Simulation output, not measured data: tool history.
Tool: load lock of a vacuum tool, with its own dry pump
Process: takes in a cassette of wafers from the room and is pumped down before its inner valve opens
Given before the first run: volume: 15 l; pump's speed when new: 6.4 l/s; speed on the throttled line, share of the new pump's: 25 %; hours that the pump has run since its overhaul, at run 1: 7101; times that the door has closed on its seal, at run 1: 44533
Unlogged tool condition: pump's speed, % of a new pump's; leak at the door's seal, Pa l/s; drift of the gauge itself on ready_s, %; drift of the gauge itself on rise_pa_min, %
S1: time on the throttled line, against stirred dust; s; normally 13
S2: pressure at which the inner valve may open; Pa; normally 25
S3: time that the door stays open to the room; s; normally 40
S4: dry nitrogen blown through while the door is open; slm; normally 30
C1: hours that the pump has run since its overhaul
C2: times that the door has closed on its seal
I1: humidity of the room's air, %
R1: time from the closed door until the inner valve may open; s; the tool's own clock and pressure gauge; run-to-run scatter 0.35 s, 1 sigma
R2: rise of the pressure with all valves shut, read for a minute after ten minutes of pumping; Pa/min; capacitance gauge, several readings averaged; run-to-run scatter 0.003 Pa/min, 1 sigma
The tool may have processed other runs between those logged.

run    hour  S1  S2   S3  S4     C1     C2    I1    R1     R2
  1     0.0  13  25   40  30   7101  44533  46.2  29.7  0.153
  2   202.6  13  25   40  30   7304  45322  43.8  29.7  0.163
  3   368.7  13  25   40  30   7470  45969  49.2  30.2  0.167
  4   546.0  13  22   40  30   7647  46659  47.5  30.7  0.170
  5   679.3  13  22   40  30   7781  47179  44.1  30.7  0.165
      806.3  -- door's seal changed, seat wiped
  6   845.3  13  22   40  30   7945    152  44.1  30.9  0.048
  7  1055.2  22  25   40  30   8155    970  45.5  36.5  0.055
  8  1185.4  13  25   40  10   8285   1477  45.4  30.5  0.072
  9  1334.8  13  28   40  30   8435   2058  45.0  30.3  0.052
 10  1522.1  13  28   40  30   8622   2788  44.9  29.9  0.055
 11  1656.6  13  34   40  30   8757   3311  46.6  30.1  0.062
 12  1752.1  13  21   40  30   8852   3683  46.0  31.3  0.052
 13  1934.4  13  25   40  30   9034   4393  45.8  30.6  0.051
 14  2146.0  13  25   40  30   9246   5217  43.0  30.1  0.051
 15  2230.9  13  26   33  18   9331   5548  45.0  30.3  0.059
 16  2346.4   7  25  146  30   9446   5998  43.3  26.5  0.111
 17  2504.3   7  25  146  30   9604   6612  44.5  26.1  0.114
 18  2703.2   9  27   26   6   9803   7387  46.4  27.5  0.070
 19  2883.5   9  27   26   6   9984   8089  45.6  27.3  0.066
 20  2977.2   9  29   26   6  10077   8454  46.0  27.1  0.076
 21  3066.8  25  29   26   9  10167   8803  43.2  39.0  0.064
 22  3270.4  25  29   26   9  10370   9595  45.2  39.1  0.063
 23  3394.0  25  29   26   9  10494  10077  44.2  39.7  0.072
 24  3517.3   9  45   40  30  10617  10557  42.4  26.9  0.064
 25  3667.3   9  45   40  30  10767  11141  40.5  26.2  0.057
 26  3871.6  13  33   40  30  10972  11937  44.8  29.4  0.067

Here are 3 independent what-if runs from the current tool condition. What would each one return?
  A  4064.5  13  32   40  30  11165  12688  44.1   ?   ?
  B  4064.5  13  25   40   5  11165  12688  45.4   ?   ?
  C  4064.5  20  27  107  30  11165  12688  42.5   ?   ?

run    R1     R2
  A  30.1  0.071
  B  30.8  0.094
  C  35.7  0.105
With the hidden condition removed and each run's random variation left untouched, the same runs would have given:
run    R1     R2
  A  28.3  0.057
  B  28.9  0.080
  C  34.1  0.091
